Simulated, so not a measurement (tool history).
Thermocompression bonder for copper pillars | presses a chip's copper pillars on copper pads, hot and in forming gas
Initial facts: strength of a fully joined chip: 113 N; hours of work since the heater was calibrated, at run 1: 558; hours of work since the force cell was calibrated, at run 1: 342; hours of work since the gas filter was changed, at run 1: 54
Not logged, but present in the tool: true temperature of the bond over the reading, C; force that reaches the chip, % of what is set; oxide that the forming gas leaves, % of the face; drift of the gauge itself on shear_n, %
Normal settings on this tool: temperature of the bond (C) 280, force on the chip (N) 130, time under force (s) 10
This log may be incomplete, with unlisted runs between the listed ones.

run,day,temperature of the bond (C),force on the chip (N),time under force (s),hours of work since the heater was calibrated,hours of work since the force cell was calibrated,hours of work since the gas filter was changed,force that shears a chip off (N)
1,0,280,130,10,558,342,54,80.5
2,0.696,280,130,10,566,350,63,80.8
3,1.329,280,130,10,574,357,70,82.4
4,1.875,280,130,10,580,364,77,81.7
5,2.392,280,130,10,586,370,83,80.4
6,2.829,280,130,10,591,375,88,82.2
7,3.454,280,130,10,599,383,95,81.6
8,4.017,280,130,10,605,389,102,80.9
9,4.808,280,130,10,615,399,112,80.6
10,5.517,280,130,9,623,407,120,76.7
# day 5.617: force cell calibrated
11,5.962,266,130,12,628,4,124,77
12,6.612,266,130,12,635,12,132,74
13,7.392,266,172,14,645,21,141,94.3
14,7.742,280,90,10,649,25,146,58.2
15,8.342,280,142,11,656,32,153,85.7
16,8.775,290,142,7,661,37,158,82.5
17,9.412,277,148,13,669,45,165,88.6

Predict each of these 5 candidate next runs independently; none follows another, all start after run 17:
A,9.825,290,130,10,674,50,170,?
B,9.825,285,130,10,674,50,170,?
C,9.825,268,115,26,674,50,170,?
D,9.825,274,127,7,674,50,170,?
E,9.825,281,137,15,674,50,170,?

run,force that shears a chip off (N)
A,84
B,80.6
C,85.3
D,67.6
E,88.4
What these runs would have given with no unlogged condition in the tool:
run,force that shears a chip off (N)
A,88.5
B,84.9
C,89.7
D,71.3
E,93

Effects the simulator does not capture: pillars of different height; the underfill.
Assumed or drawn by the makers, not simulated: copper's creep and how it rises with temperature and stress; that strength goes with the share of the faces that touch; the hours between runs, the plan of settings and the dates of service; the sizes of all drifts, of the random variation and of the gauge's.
